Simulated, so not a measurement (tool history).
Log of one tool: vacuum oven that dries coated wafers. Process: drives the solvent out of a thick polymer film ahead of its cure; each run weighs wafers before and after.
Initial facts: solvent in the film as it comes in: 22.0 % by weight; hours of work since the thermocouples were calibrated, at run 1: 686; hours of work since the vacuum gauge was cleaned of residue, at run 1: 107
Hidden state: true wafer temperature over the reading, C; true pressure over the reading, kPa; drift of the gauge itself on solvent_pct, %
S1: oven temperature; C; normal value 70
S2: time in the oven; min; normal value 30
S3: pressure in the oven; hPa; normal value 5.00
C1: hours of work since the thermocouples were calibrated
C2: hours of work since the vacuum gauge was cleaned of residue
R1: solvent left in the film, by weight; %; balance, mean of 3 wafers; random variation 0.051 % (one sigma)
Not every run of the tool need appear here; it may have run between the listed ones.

run	hour	S1	S2	S3	C1	C2	R1
1	0.0	70	30	5.00	686	107	0.85
2	26.7	70	30	5.00	703	124	0.80
3	40.2	84	30	5.00	713	134	0.13
4	58.4	84	30	5.00	725	146	0.17
5	83.7	84	30	5.00	742	163	0.14
6	105.2	57	30	5.00	756	177	4.78
7	131.9	70	53	5.00	774	195	0.26
8	153.9	58	53	5.00	789	210	1.73
9	180.7	58	26	5.00	807	228	5.34
10	206.2	70	52	5.00	824	245	0.26
11	232.7	70	52	5.00	841	262	0.33
12	262.8	70	52	4.90	862	283	0.35
13	288.8	70	52	4.90	879	300	0.32
14	311.2	70	52	4.90	894	315	0.25
15	341.3	55	30	5.00	914	335	5.67
16	367.0	55	30	5.00	931	352	5.78
17	396.1	55	30	5.00	951	372	5.80
18	419.6	55	30	5.00	967	388	5.62
19	443.4	70	30	5.00	983	404	0.78
20	456.9	70	30	5.00	992	413	0.77
21	478.0	70	30	5.00	1006	427	0.82
22	491.3	70	30	5.00	1015	436	0.88
23	510.3	70	30	5.00	1027	448	0.88
24	524.1	70	30	5.00	1037	458	0.79
25	550.2	61	47	5.00	1054	475	1.43
26	578.4	70	22	5.72	1073	494	1.66
27	605.4	69	36	5.00	1091	512	0.71
28	632.7	69	36	5.00	1109	530	0.63
29	653.3	84	20	6.34	1123	544	0.16
30	679.4	84	20	6.34	1141	562	0.30
31	693.0	74	30	5.00	1150	571	0.38
32	713.1	74	30	5.00	1163	584	0.47
33	738.6	66	30	5.00	1180	601	1.71
34	763.4	66	30	5.00	1197	618	1.65
35	793.9	69	29	2.50	1217	638	0.93
36	809.3	73	20	8.35	1228	649	1.34
37	830.2	73	20	8.35	1242	663	1.49
38	846.7	57	18	16.28	1253	674	8.71
39	866.6	74	29	10.54	1266	687	0.75
40	896.2	78	19	14.80	1286	707	0.97
41	921.3	64	19	14.80	1303	724	5.20
42	936.1	64	19	14.80	1313	734	5.09
# hour 952.7: oven's thermocouples calibrated
43	952.7	70	26	5.00	0	743	1.19
44	974.3	70	26	5.00	14	758	1.17
45	1003.8	70	22	5.00	34	778	1.83
46	1024.7	64	33	3.47	48	792	1.61
47	1038.3	64	33	3.47	57	801	1.67

Forecast each of these 4 alternatives for the next run:
A	1059.0	72	30	4.17	71	815	?
B	1059.0	62	38	7.95	71	815	?
C	1059.0	70	20	5.00	71	815	?
D	1059.0	64	33	17.42	71	815	?

run	R1
A	0.53
B	2.03
C	2.16
D	2.57
With the hidden condition removed and each run's random variation left untouched, the same runs would have given:
run	R1
A	0.51
B	2.01
C	2.15
D	2.55
